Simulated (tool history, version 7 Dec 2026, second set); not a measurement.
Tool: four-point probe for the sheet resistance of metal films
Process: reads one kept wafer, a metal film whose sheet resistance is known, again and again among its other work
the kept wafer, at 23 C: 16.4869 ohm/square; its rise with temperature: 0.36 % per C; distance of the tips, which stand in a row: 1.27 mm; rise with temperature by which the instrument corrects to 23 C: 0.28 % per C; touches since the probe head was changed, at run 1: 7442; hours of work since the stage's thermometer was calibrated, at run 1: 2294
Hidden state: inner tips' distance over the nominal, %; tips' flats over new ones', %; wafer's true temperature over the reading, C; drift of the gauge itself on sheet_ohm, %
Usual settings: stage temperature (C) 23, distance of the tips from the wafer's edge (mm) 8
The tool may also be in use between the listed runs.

run,hour,stage temperature (C),distance of the tips from the wafer's edge (mm),touches since the probe head was changed,hours of work since the stage's thermometer was calibrated,sheet resistance as the instrument gives it (ohm/square)
1,0.0,23,8,7442,2294,16.709329
2,9.9,23,34,7548,2299,16.496106
3,24.6,23,34,7706,2305,16.502259
4,36.5,23,34,7835,2310,16.496395
5,50.7,23,8,7986,2316,16.708780
6,60.8,23,8,8095,2320,16.707215
7,73.0,23,8,8226,2325,16.707588
8,86.9,32,8,8375,2331,16.832475
9,104.3,23,7,8562,2338,16.768326
10,111.7,23,7,8642,2341,16.779589
11,119.5,23,7,8725,2345,16.772820
12,128.2,23,7,8819,2348,16.771863
13,143.5,23,8,8983,2355,16.703915
14,156.0,23,8,9118,2360,16.709011
15,168.1,20,8,9247,2365,16.662605
16,177.1,20,8,9344,2369,16.664380
17,186.7,23,8,9447,2373,16.704973
18,202.7,28,8,9619,2380,16.776128
19,215.5,22,8,9756,2385,16.688832
20,225.8,23,8,9867,2390,16.707089
21,236.3,23,5,9979,2394,17.031121
22,250.4,23,5,10131,2400,17.036382
23,261.1,19,19,10246,2404,16.469672
24,270.1,25,5,10342,2408,17.063741
# hour 274.3: stage's thermometer calibrated
25,285.1,29,39,10498,5,16.541732
26,301.2,26,4,10671,11,17.328071
27,316.9,26,4,10839,18,17.325270
28,328.0,26,4,10959,23,17.325073
29,345.5,26,4,11146,30,17.338933
30,358.7,26,4,11288,36,17.324258
31,373.3,34,3,11445,42,18.043466
32,381.8,23,69,11537,45,16.447086
33,399.2,18,6,11723,53,16.755736
34,416.5,30,21,11909,60,16.566882
35,428.4,34,5,12036,65,17.151616
36,437.0,34,5,12129,68,17.144315
37,453.1,23,4,12302,75,17.281881
38,463.6,23,4,12415,80,17.288908
39,474.3,31,49,12530,84,16.559294
40,490.2,27,11,12700,91,16.613682
41,504.8,33,46,12857,97,16.584002

Hidden state or all else? Some run-to-run changes of sheet resistance as the instrument gives it (ohm/square), split into what the settings, what came in and random variation would give without the hidden state, and what is left for the hidden state (with any gauge scatter that isn't in both results):
Run 24 -> 25: stage temperature (C) 25 -> 29, distance of the tips from the wafer's edge (mm) 5 -> 39, stage's thermometer calibrated. sheet resistance as the instrument gives it (ohm/square) -0.522009: hidden state -0.045643, all else -0.476366.
Run 25 -> 26: stage temperature (C) 29 -> 26, distance of the tips from the wafer's edge (mm) 39 -> 4. sheet resistance as the instrument gives it (ohm/square) +0.786339: hidden state -0.002019, all else +0.788358.
Run 31 -> 32: stage temperature (C) 34 -> 23, distance of the tips from the wafer's edge (mm) 3 -> 69. sheet resistance as the instrument gives it (ohm/square) -1.596380: hidden state +0.004229, all else -1.600609.
Run 38 -> 39: stage temperature (C) 23 -> 31, distance of the tips from the wafer's edge (mm) 4 -> 49. sheet resistance as the instrument gives it (ohm/square) -0.729614: hidden state +0.001730, all else -0.731344.

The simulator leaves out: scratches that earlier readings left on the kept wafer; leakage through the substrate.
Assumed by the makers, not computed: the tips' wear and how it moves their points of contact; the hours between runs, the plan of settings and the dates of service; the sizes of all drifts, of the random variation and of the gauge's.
